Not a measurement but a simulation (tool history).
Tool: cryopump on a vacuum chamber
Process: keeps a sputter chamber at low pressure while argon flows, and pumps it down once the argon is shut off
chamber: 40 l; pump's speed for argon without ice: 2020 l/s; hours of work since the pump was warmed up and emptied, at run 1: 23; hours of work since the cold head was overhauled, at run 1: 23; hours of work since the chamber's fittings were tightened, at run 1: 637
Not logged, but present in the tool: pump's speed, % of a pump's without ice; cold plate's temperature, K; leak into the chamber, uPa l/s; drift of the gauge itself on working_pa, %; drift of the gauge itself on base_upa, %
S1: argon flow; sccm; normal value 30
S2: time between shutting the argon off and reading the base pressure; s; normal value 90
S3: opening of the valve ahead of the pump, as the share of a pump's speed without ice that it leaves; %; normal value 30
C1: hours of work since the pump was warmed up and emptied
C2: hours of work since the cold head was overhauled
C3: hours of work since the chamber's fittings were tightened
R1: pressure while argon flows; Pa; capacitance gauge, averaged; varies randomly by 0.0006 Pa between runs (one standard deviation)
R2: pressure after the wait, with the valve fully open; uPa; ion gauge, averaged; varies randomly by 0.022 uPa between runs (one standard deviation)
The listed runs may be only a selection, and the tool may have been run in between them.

run   hour  S1  S2  S3   C1   C2   C3      R1    R2
  1      0  30  90  30   23   23  637  0.0841  0.91
  2   39.2  30  90  30   51   51  666  0.0847  0.91
  3   86.1  30  30  30   86   86  701  0.0861  1.81
  4  137.7  30  30  30  124  124  739   0.088  1.89
  5  182.2  30  30  30  157  157  772  0.0877  1.87
  6  218.9  30  30  30  184  184  799  0.0877  1.89
  7  281.4  26  90  25  230  230  845   0.091  1.09
  8    309  26  90  25  250  250  865  0.0916   1.1
  9  363.9  26  90  25  291  291  905  0.0931  1.13
 10  403.2  47  75  19  320  320  934  0.2173  1.31

Expected results for the next run?
 11  460.1  29  122  19  362  362  976   ?   ?

{"run 11": {"R1": 0.1362, "R2": 1.1}}
Take away the tool's hidden state, keep the run-to-run variation as it was, and the same run would have given R1 0.128 Pa, R2 0.46 uPa.
